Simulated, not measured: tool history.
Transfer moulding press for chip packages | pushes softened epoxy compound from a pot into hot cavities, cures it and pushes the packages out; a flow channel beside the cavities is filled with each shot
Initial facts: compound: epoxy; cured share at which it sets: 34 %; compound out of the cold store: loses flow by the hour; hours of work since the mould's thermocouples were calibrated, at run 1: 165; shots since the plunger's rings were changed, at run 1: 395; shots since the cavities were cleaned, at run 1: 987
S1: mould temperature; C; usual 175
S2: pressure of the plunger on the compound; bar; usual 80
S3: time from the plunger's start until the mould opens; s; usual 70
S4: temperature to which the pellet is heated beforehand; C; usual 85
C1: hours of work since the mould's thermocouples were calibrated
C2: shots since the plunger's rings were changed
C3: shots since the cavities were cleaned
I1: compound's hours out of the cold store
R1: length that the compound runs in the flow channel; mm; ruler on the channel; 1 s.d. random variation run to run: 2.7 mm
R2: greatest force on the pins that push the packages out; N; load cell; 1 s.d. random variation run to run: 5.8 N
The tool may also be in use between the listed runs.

run   hour   S1    S2  S3  S4   C1    C2    C3    I1   R1   R2
  1      0  175    80  70  85  165   395   987  13.7  668  200
      14.1  -- cavities cleaned with cleaning compound and waxed
  2   21.2  175    80  70  85  180   714   115  42.4  618  194
  3   36.8  175    80  70  85  192   965   366  29.3  646  204
  4   58.3  175    80  70  85  208  1311   712  24.8  651  214
  5   68.9  175    80  70  88  216  1482   883  22.2  657  214
  6   80.8  175    80  70  85  225  1675  1076  18.6  662  206
      90.1  -- cavities cleaned with cleaning compound and waxed
  7   93.9  175    80  70  85  234  1861    61  46.5  610  193
  8  111.7  175    80  70  85  247  2149   349  34.5  634  206
  9  121.8  175    80  70  85  255  2312   512    33  635  205
 10  133.7  175    80  70  85  264  2503   703  22.5  655  216
 11  154.7  172  80.5  64  93  280  2843  1043  22.9  662  305
     165.5  -- cavities cleaned with cleaning compound and waxed
 12  167.4  175  61.6  69  85  288  3023    32  35.5  557  205
     185.5  -- plunger's sealing rings changed
 13  189.6  175    99  75  85  303    67   349  18.4  728  193
 14  209.8  173  81.8  84  85  318   393   675   8.1  690  183
 15  225.2  172    80  98  85  330   642   924    37  636  175
 16    240  178    80  71  85  341   881  1163  39.3  622  182
       243  -- cavities cleaned with cleaning compound and waxed
 17  258.6  178  60.9  71  85  354  1156   252  35.5  547  182
 18  275.3  178  65.3  71  85  367  1425   521  29.7  573  180
 19  286.7  178  65.3  71  85  375  1610   706  10.3  603  186
 20  300.6  181  98.8  74  79  386  1833   929  31.2  697  170

Below are 4 alternative next runs, each starting from the tool's condition after run 20. Predict each:
      318  -- cavities cleaned with cleaning compound and waxed
  A   318  175  82.8   70  85  398  2089   0  15.6   ?   ?
      318  -- cavities cleaned with cleaning compound and waxed
  B   318  181  64.3   82  94  398  2089   0  25.9   ?   ?
      318  -- cavities cleaned with cleaning compound and waxed
  C   318  175  82.9  110  85  398  2089   0  30.7   ?   ?
      318  -- cavities cleaned with cleaning compound and waxed
  D   318  178  98.8   74  79  398  2089   0  15.6   ?   ?

run   R1   R2
  A  674  205
  B  571  168
  C  649  165
  D  736  184
With no hidden state in the tool, these same runs would have given:
run   R1   R2
  A  674  205
  B  571  168
  C  650  165
  D  736  184
